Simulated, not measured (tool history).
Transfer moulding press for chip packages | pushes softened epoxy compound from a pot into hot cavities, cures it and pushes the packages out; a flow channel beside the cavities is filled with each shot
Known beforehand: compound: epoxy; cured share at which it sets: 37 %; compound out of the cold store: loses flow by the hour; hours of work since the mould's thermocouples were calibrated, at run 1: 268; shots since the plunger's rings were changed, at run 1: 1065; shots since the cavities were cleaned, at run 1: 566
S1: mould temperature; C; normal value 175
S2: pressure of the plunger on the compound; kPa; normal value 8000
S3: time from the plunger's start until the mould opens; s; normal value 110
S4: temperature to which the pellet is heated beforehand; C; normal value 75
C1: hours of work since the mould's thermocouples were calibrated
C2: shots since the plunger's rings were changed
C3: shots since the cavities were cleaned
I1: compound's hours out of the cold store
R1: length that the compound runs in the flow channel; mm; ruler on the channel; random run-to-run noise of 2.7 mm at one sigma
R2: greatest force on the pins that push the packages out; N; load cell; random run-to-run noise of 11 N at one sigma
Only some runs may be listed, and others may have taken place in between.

{"run": 1, "hour": 0.0, "S1": 175, "S2": 8000, "S3": 110, "S4": 75, "C1": 268, "C2": 1065, "C3": 566, "I1": 44.1, "R1": 505, "R2": 806}
{"hour": 12.9, "done": "cavities cleaned with cleaning compound and waxed"}
{"run": 2, "hour": 19.6, "S1": 175, "S2": 8000, "S3": 110, "S4": 75, "C1": 278, "C2": 1227, "C3": 60, "I1": 30.9, "R1": 530, "R2": 594}
{"run": 3, "hour": 28.9, "S1": 175, "S2": 8000, "S3": 110, "S4": 75, "C1": 283, "C2": 1310, "C3": 143, "I1": 32.7, "R1": 519, "R2": 661}
{"run": 4, "hour": 42.1, "S1": 170, "S2": 8000, "S3": 110, "S4": 75, "C1": 290, "C2": 1429, "C3": 262, "I1": 32.2, "R1": 540, "R2": 1068}
{"run": 5, "hour": 58.6, "S1": 175, "S2": 8000, "S3": 112, "S4": 75, "C1": 299, "C2": 1575, "C3": 408, "I1": 47.2, "R1": 499, "R2": 732}
{"run": 6, "hour": 77.2, "S1": 175, "S2": 8000, "S3": 112, "S4": 75, "C1": 310, "C2": 1742, "C3": 575, "I1": 44.1, "R1": 503, "R2": 822}
{"hour": 88.8, "done": "cavities cleaned with cleaning compound and waxed"}
{"run": 7, "hour": 90.3, "S1": 175, "S2": 8000, "S3": 110, "S4": 75, "C1": 316, "C2": 1845, "C3": 13, "I1": 13.9, "R1": 558, "R2": 581}
{"run": 8, "hour": 109.2, "S1": 175, "S2": 8200, "S3": 110, "S4": 75, "C1": 326, "C2": 2014, "C3": 182, "I1": 47.9, "R1": 502, "R2": 676}
{"run": 9, "hour": 122.7, "S1": 182, "S2": 8200, "S3": 110, "S4": 75, "C1": 334, "C2": 2135, "C3": 303, "I1": 34.5, "R1": 505, "R2": 549}
{"run": 10, "hour": 133.5, "S1": 175, "S2": 8000, "S3": 110, "S4": 75, "C1": 340, "C2": 2232, "C3": 400, "I1": 15.9, "R1": 548, "R2": 837}
{"run": 11, "hour": 145.4, "S1": 175, "S2": 8000, "S3": 130, "S4": 75, "C1": 346, "C2": 2338, "C3": 506, "I1": 23.7, "R1": 532, "R2": 668}
{"hour": 164.8, "done": "cavities cleaned with cleaning compound and waxed"}
{"run": 12, "hour": 164.8, "S1": 175, "S2": 8000, "S3": 130, "S4": 75, "C1": 356, "C2": 2498, "C3": 0, "I1": 13.6, "R1": 548, "R2": 423}
{"run": 13, "hour": 178.0, "S1": 175, "S2": 7380, "S3": 130, "S4": 75, "C1": 364, "C2": 2616, "C3": 118, "I1": 40.6, "R1": 479, "R2": 499}
{"run": 14, "hour": 188.7, "S1": 175, "S2": 7380, "S3": 130, "S4": 75, "C1": 369, "C2": 2711, "C3": 213, "I1": 20.9, "R1": 514, "R2": 549}
{"run": 15, "hour": 196.7, "S1": 167, "S2": 8650, "S3": 121, "S4": 82, "C1": 374, "C2": 2783, "C3": 285, "I1": 13.1, "R1": 601, "R2": 1202}
{"run": 16, "hour": 208.4, "S1": 183, "S2": 8510, "S3": 110, "S4": 76, "C1": 380, "C2": 2888, "C3": 390, "I1": 15.5, "R1": 529, "R2": 586}
{"run": 17, "hour": 219.3, "S1": 175, "S2": 8000, "S3": 110, "S4": 80, "C1": 386, "C2": 2985, "C3": 487, "I1": 18.5, "R1": 540, "R2": 889}

Forecast run 18:
{"run": 18, "hour": 229.8, "S1": 175, "S2": 8000, "S3": 110, "S4": 80, "C1": 392, "C2": 3079, "C3": 581, "I1": 11.8, "R1": "?", "R2": "?"}

R1: 544 mm
R2: 916 N
Take away the tool's hidden state, keep the run-to-run variation as it was, and the same run would have given R1 572 mm, R2 548 N.
